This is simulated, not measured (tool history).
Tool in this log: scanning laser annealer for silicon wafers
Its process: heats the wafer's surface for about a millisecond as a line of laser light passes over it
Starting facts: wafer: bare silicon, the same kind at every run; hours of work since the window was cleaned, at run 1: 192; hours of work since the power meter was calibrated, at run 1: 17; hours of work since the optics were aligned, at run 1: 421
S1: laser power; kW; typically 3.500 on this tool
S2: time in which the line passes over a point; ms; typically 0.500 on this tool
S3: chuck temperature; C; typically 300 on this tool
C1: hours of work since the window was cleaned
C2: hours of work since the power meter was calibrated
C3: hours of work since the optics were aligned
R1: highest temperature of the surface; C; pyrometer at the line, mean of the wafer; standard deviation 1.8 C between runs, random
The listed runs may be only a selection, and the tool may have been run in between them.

{"run": 1, "hour": 0.0, "S1": 3.5, "S2": 0.5, "S3": 300, "C1": 192, "C2": 17, "C3": 421, "R1": 1017}
{"run": 2, "hour": 9.7, "S1": 3.5, "S2": 0.5, "S3": 300, "C1": 199, "C2": 25, "C3": 429, "R1": 1017}
{"run": 3, "hour": 23.3, "S1": 3.5, "S2": 0.5, "S3": 300, "C1": 210, "C2": 35, "C3": 439, "R1": 1016}
{"run": 4, "hour": 40.4, "S1": 3.5, "S2": 0.5, "S3": 300, "C1": 223, "C2": 49, "C3": 453, "R1": 1017}
{"run": 5, "hour": 60.5, "S1": 3.5, "S2": 0.5, "S3": 300, "C1": 239, "C2": 64, "C3": 468, "R1": 1018}
{"run": 6, "hour": 79.3, "S1": 3.5, "S2": 0.5, "S3": 300, "C1": 253, "C2": 79, "C3": 483, "R1": 1017}
{"run": 7, "hour": 89.5, "S1": 3.5, "S2": 0.5, "S3": 300, "C1": 261, "C2": 87, "C3": 490, "R1": 1014}
{"run": 8, "hour": 109.1, "S1": 3.5, "S2": 0.5, "S3": 300, "C1": 276, "C2": 102, "C3": 506, "R1": 1014}
{"run": 9, "hour": 129.6, "S1": 3.5, "S2": 0.5, "S3": 300, "C1": 292, "C2": 118, "C3": 521, "R1": 1014}
{"run": 10, "hour": 149.8, "S1": 3.5, "S2": 0.5, "S3": 300, "C1": 308, "C2": 133, "C3": 537, "R1": 1012}
{"run": 11, "hour": 164.8, "S1": 3.009, "S2": 0.5, "S3": 300, "C1": 319, "C2": 145, "C3": 549, "R1": 916}
{"run": 12, "hour": 183.7, "S1": 3.73, "S2": 0.5, "S3": 300, "C1": 334, "C2": 159, "C3": 563, "R1": 1061}
{"run": 13, "hour": 196.0, "S1": 3.73, "S2": 0.5, "S3": 300, "C1": 343, "C2": 169, "C3": 573, "R1": 1060}
{"run": 14, "hour": 214.8, "S1": 3.73, "S2": 0.5, "S3": 300, "C1": 358, "C2": 183, "C3": 587, "R1": 1059}
{"run": 15, "hour": 227.2, "S1": 3.73, "S2": 0.5, "S3": 300, "C1": 367, "C2": 193, "C3": 597, "R1": 1056}
{"run": 16, "hour": 235.9, "S1": 3.73, "S2": 0.5, "S3": 300, "C1": 374, "C2": 200, "C3": 604, "R1": 1057}
{"run": 17, "hour": 245.6, "S1": 3.73, "S2": 0.5, "S3": 300, "C1": 382, "C2": 207, "C3": 611, "R1": 1056}
{"run": 18, "hour": 260.2, "S1": 3.73, "S2": 0.5, "S3": 300, "C1": 393, "C2": 218, "C3": 622, "R1": 1052}
{"run": 19, "hour": 276.4, "S1": 3.772, "S2": 0.5, "S3": 300, "C1": 405, "C2": 231, "C3": 635, "R1": 1066}
{"run": 20, "hour": 288.2, "S1": 3.772, "S2": 0.5, "S3": 300, "C1": 414, "C2": 240, "C3": 644, "R1": 1063}
{"run": 21, "hour": 308.6, "S1": 3.5, "S2": 0.533, "S3": 300, "C1": 430, "C2": 256, "C3": 660, "R1": 1035}
{"run": 22, "hour": 325.9, "S1": 3.5, "S2": 0.533, "S3": 300, "C1": 444, "C2": 269, "C3": 673, "R1": 1036}
{"run": 23, "hour": 345.8, "S1": 3.629, "S2": 0.362, "S3": 271, "C1": 459, "C2": 284, "C3": 688, "R1": 876}
{"run": 24, "hour": 362.0, "S1": 3.629, "S2": 0.362, "S3": 271, "C1": 471, "C2": 297, "C3": 701, "R1": 878}
{"run": 25, "hour": 380.3, "S1": 3.085, "S2": 0.505, "S3": 315, "C1": 486, "C2": 311, "C3": 715, "R1": 941}
{"run": 26, "hour": 397.9, "S1": 3.085, "S2": 0.505, "S3": 315, "C1": 499, "C2": 325, "C3": 729, "R1": 940}
{"hour": 406.2, "done": "optics aligned, line set to its width"}
{"run": 27, "hour": 417.3, "S1": 3.5, "S2": 0.511, "S3": 300, "C1": 510, "C2": 336, "C3": 9, "R1": 1019}
{"run": 28, "hour": 434.7, "S1": 3.5, "S2": 0.594, "S3": 300, "C1": 524, "C2": 349, "C3": 22, "R1": 1086}
{"run": 29, "hour": 454.6, "S1": 3.012, "S2": 0.419, "S3": 267, "C1": 539, "C2": 365, "C3": 37, "R1": 821}
{"run": 30, "hour": 465.8, "S1": 3.012, "S2": 0.494, "S3": 291, "C1": 548, "C2": 373, "C3": 46, "R1": 899}
{"run": 31, "hour": 478.4, "S1": 3.012, "S2": 0.388, "S3": 282, "C1": 557, "C2": 383, "C3": 56, "R1": 813}
{"run": 32, "hour": 494.3, "S1": 3.402, "S2": 0.436, "S3": 276, "C1": 570, "C2": 395, "C3": 68, "R1": 911}
{"run": 33, "hour": 503.3, "S1": 3.645, "S2": 0.436, "S3": 266, "C1": 577, "C2": 402, "C3": 75, "R1": 946}
{"hour": 524.0, "done": "window over the wafer cleaned"}
{"run": 34, "hour": 524.2, "S1": 3.226, "S2": 0.52, "S3": 335, "C1": 0, "C2": 417, "C3": 90, "R1": 1024}
{"run": 35, "hour": 544.5, "S1": 3.5, "S2": 0.447, "S3": 300, "C1": 16, "C2": 433, "C3": 105, "R1": 982}
{"run": 36, "hour": 558.0, "S1": 3.703, "S2": 0.495, "S3": 300, "C1": 26, "C2": 443, "C3": 116, "R1": 1060}
{"run": 37, "hour": 577.4, "S1": 3.05, "S2": 0.466, "S3": 300, "C1": 41, "C2": 458, "C3": 131, "R1": 906}
{"run": 38, "hour": 585.7, "S1": 3.751, "S2": 0.388, "S3": 301, "C1": 48, "C2": 464, "C3": 137, "R1": 969}
{"run": 39, "hour": 601.3, "S1": 3.061, "S2": 0.449, "S3": 313, "C1": 60, "C2": 476, "C3": 149, "R1": 912}
{"run": 40, "hour": 612.4, "S1": 3.061, "S2": 0.449, "S3": 313, "C1": 68, "C2": 485, "C3": 158, "R1": 912}
{"run": 41, "hour": 622.1, "S1": 3.408, "S2": 0.5, "S3": 290, "C1": 76, "C2": 492, "C3": 165, "R1": 995}

A few steps of R1 between consecutive runs. Split each: what settings, incoming material and random variation would produce without the hidden state, and what is left over for the hidden state, along with gauge scatter present in only one of the two compared results (measured, and without hidden state):
Hidden state present: light that passes the window, % of a clean one's; laser's true power over the reading, %; width of the line over the set one, %; drift of the gauge itself on peak_c, C.
Run 11 -> 12: S1 3.009 -> 3.730. R1 +145 C: hidden state -5, all else +150.
Run 22 -> 23: S1 3.500 -> 3.629, S2 0.533 -> 0.362, S3 300 -> 271. R1 -160 C: hidden state +3, all else -163.
Run 28 -> 29: S1 3.500 -> 3.012, S2 0.594 -> 0.419, S3 300 -> 267. R1 -265 C: hidden state +7, all else -272.
Run 33 -> 34: S1 3.645 -> 3.226, S2 0.436 -> 0.520, S3 266 -> 335, window over the wafer cleaned. R1 +78 C: hidden state +19, all else +59.
Run 36 -> 37: S1 3.703 -> 3.050, S2 0.495 -> 0.466. R1 -154 C: hidden state +0, all else -154.

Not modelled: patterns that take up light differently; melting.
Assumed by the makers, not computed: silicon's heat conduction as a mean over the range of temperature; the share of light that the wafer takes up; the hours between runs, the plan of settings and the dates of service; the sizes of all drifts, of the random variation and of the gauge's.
